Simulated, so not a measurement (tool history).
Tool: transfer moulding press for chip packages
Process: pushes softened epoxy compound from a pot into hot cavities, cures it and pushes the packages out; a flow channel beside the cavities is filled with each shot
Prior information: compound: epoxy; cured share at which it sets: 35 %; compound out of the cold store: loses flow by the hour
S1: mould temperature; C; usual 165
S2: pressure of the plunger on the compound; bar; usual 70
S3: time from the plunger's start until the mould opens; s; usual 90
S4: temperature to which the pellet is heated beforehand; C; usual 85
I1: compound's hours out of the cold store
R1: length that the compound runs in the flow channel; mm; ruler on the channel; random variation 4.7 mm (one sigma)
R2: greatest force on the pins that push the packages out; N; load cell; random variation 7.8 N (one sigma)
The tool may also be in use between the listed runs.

| run | hour | S1 | S2 | S3 | S4 | I1 | R1 | R2 |
|---|---|---|---|---|---|---|---|---|
| 1 | 0 | 165 | 70 | 90 | 85 | 13.9 | 662 | 325 |
| 2 | 47.3 | 165 | 70 | 90 | 85 | 25.9 | 630 | 617 |
|  | 55.5 | cavities cleaned with cleaning compound and waxed |
| 3 | 98.2 | 165 | 70 | 90 | 85 | 40.4 | 598 | 579 |
|  | 111.4 | cavities cleaned with cleaning compound and waxed |
|  | 165.2 | cavities cleaned with cleaning compound and waxed |
| 4 | 193 | 165 | 70 | 90 | 85 | 46.8 | 580 | 526 |
|  | 218.6 | cavities cleaned with cleaning compound and waxed |
| 5 | 239.1 | 165 | 70 | 90 | 85 | 11.9 | 653 | 496 |
|  | 273 | cavities cleaned with cleaning compound and waxed |
| 6 | 315.3 | 165 | 70 | 90 | 85 | 17.9 | 634 | 581 |
|  | 327.1 | cavities cleaned with cleaning compound and waxed |
|  | 386.1 | cavities cleaned with cleaning compound and waxed |
|  | 398 | plunger's sealing rings changed |
| 7 | 412 | 165 | 70 | 90 | 85 | 14.9 | 661 | 493 |
|  | 418.5 | mould's thermocouples calibrated |
|  | 443.8 | cavities cleaned with cleaning compound and waxed |
|  | 500.5 | cavities cleaned with cleaning compound and waxed |
| 8 | 511.2 | 165 | 70 | 90 | 92 | 45.5 | 586 | 421 |
|  | 555.3 | cavities cleaned with cleaning compound and waxed |
| 9 | 558.8 | 165 | 70 | 90 | 85 | 22.4 | 629 | 351 |
|  | 611 | cavities cleaned with cleaning compound and waxed |
| 10 | 614.7 | 165 | 70 | 90 | 85 | 39.1 | 599 | 339 |
|  | 666.5 | cavities cleaned with cleaning compound and waxed |
|  | 700.9 | mould's thermocouples calibrated, once more |
| 11 | 705.9 | 165 | 70 | 90 | 85 | 28.9 | 612 | 589 |
|  | 725.6 | cavities cleaned with cleaning compound and waxed |
| 12 | 769.7 | 165 | 70 | 90 | 85 | 12.3 | 650 | 623 |
|  | 784.5 | cavities cleaned with cleaning compound and waxed |
|  | 840.9 | cavities cleaned with cleaning compound and waxed |
| 13 | 840.9 | 165 | 70 | 90 | 85 | 13.8 | 629 | 328 |
|  | 877.3 | plunger's sealing rings changed |
|  | 896.4 | cavities cleaned with cleaning compound and waxed |
| 14 | 896.4 | 165 | 60.7 | 89 | 81 | 22.6 | 600 | 339 |

Expected results for the next run?
|  | 954.5 | cavities cleaned with cleaning compound and waxed |
| 15 | 979 | 165 | 64.4 | 90 | 85 | 40.6 | ? | ? |

Run 15 produced R1 580 mm, R2 539 N.
With no hidden state in the tool, this same run would have given R1 588 mm, R2 327 N.

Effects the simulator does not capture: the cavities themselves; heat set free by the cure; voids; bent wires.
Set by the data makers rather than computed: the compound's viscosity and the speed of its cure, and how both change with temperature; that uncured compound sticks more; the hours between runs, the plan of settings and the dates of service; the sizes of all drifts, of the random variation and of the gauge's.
